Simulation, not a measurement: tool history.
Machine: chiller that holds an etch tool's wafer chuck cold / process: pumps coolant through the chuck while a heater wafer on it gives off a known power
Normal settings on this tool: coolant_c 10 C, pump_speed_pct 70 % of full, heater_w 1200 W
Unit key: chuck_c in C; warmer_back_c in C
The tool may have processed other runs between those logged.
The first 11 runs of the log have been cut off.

| run | hour | coolant_c | pump_speed_pct | heater_w | chuck_c | warmer_back_c |
|---|---|---|---|---|---|---|
| 12 | 1520.6 | 10 | 70 | 1005 | 18.5 | 3.48 |
| 13 | 1696.7 | 10 | 70 | 1005 | 18.4 | 3.41 |
| 14 | 1891.9 | 10 | 70 | 1005 | 18.6 | 3.42 |
| 15 | 2033.2 | 10 | 70 | 1005 | 18.7 | 3.46 |
| 16 | 2209.9 | 20 | 70 | 1005 | 28.7 | 3.45 |
| 17 | 2392.5 | 10 | 65 | 1200 | 20.8 | 4.49 |
| 18 | 2549.7 | 10 | 68 | 1200 | 20.8 | 4.22 |
| 19 | 2643.9 | 10 | 69 | 606 | 15.5 | 2.14 |
| 20 | 2756.8 | 6 | 69 | 1118 | 15.8 | 3.95 |
| 21 | 2913.7 | 19 | 86 | 1118 | 27.8 | 3.13 |
| 22 | 3070.5 | 19 | 66 | 935 | 27.8 | 3.54 |
| 23 | 3154.2 | 15 | 71 | 1200 | 25.6 | 4.08 |
|  | 3170.3 | chiller's thermometer calibrated |
| 24 | 3281.9 | 15 | 71 | 1200 | 25.2 | 4.10 |
| 25 | 3410.6 | 12 | 64 | 1400 | 24.6 | 5.33 |
| 26 | 3493.8 | 10 | 64 | 1675 | 25.0 | 6.36 |
| 27 | 3666.5 | 2 | 72 | 1268 | 12.7 | 4.28 |
| 28 | 3771.5 | 10 | 62 | 744 | 16.9 | 2.98 |
| 29 | 3953.0 | 18 | 64 | 740 | 24.8 | 2.86 |
| 30 | 4093.7 | 9 | 70 | 907 | 17.0 | 3.18 |
| 31 | 4208.4 | 9 | 70 | 1139 | 18.9 | 3.98 |
| 32 | 4333.2 | 18 | 85 | 1200 | 27.3 | 3.39 |
| 33 | 4496.6 | 14 | 70 | 1200 | 24.4 | 4.22 |

Alternative continuations, all from the tool just after run 33; predict every row:
| A | 4596.1 | 7 | 70 | 1020 | ? | ? |
| B | 4596.1 | 14 | 96 | 629 | ? | ? |
| C | 4596.1 | 0 | 70 | 1200 | ? | ? |

| run | chuck_c | warmer_back_c |
|---|---|---|
| A | 16.2 | 3.60 |
| B | 18.8 | 1.52 |
| C | 10.5 | 4.19 |
With no hidden state in the tool, these same runs would have given:
| run | chuck_c | warmer_back_c |
|---|---|---|
| A | 15.4 | 3.50 |
| B | 18.3 | 1.48 |
| C | 9.6 | 4.06 |
